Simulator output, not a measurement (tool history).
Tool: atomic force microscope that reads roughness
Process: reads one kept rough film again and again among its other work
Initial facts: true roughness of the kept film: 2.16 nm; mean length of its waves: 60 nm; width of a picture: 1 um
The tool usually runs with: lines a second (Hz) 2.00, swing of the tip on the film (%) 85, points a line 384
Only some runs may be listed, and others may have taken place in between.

run     day  lines a second (Hz)  swing of the tip on the film (%)  points a line  roughness of the kept film (nm (root mean square))
  1   0.000                 2.00                                85            384                                               1.957
  2   0.925                 2.00                                85            384                                               1.929
  3   1.488                 2.00                                85            384                                               1.919
  4   2.367                 2.00                                85            384                                               1.904
  5   3.117                 2.00                                85            384                                               1.883
  6   3.642                 2.00                                85            384                                               1.863
  7   4.329                 2.00                                85            384                                               1.864
  8   4.796                 2.00                                85            279                                               1.828
      5.071  -- new tip fitted
  9   5.625                 2.00                                85            279                                               1.918
 10   6.317                 2.00                                85            279                                               1.902
 11   6.896                 2.00                                85            279                                               1.894
 12   7.575                 2.00                                85            279                                               1.900
 13   8.442                 2.00                                85            279                                               1.877
 14   9.129                 2.00                                85            279                                               1.860
 15   9.954                 2.11                                58            261                                               1.935
     10.121  -- new tip fitted
 16  10.625                 2.11                                58            739                                               2.055
 17  11.508                 2.00                                86            429                                               1.900
 18  12.429                 0.63                                61            779                                               2.031
 19  12.992                 0.63                                61            779                                               2.019
 20  13.646                 1.27                                81            384                                               1.937
 21  14.538                 2.95                                69            465                                               1.915
     15.233  -- new tip fitted
 22  15.292                 3.99                                89            384                                               1.744
 23  16.062                 0.63                                89            752                                               2.009
 24  16.708                 0.85                                89            752                                               1.969
 25  17.442                 1.19                                75            438                                               1.966
 26  18.088                 0.69                                67            268                                               1.992
 27  18.896                 0.99                                67            417                                               1.968
 28  19.521                 1.16                                60            626                                               1.974

Here are 4 independent what-if runs from the current tool condition. What would each one return?
     20.325  -- new tip fitted
  A  20.362                 1.41                                60            626                                                   ?
     20.325  -- new tip fitted
  B  20.362                 1.16                                56            626                                                   ?
     20.325  -- new tip fitted
  C  20.362                 1.19                                60            550                                                   ?
     20.325  -- new tip fitted
  D  20.362                 1.91                                60            626                                                   ?

run  roughness of the kept film (nm (root mean square))
  A                                               2.045
  B                                               2.071
  C                                               2.060
  D                                               2.046
Had the tool no hidden state, the same runs would have come out as:
run  roughness of the kept film (nm (root mean square))
  A                                               2.079
  B                                               2.106
  C                                               2.095
  D                                               2.081
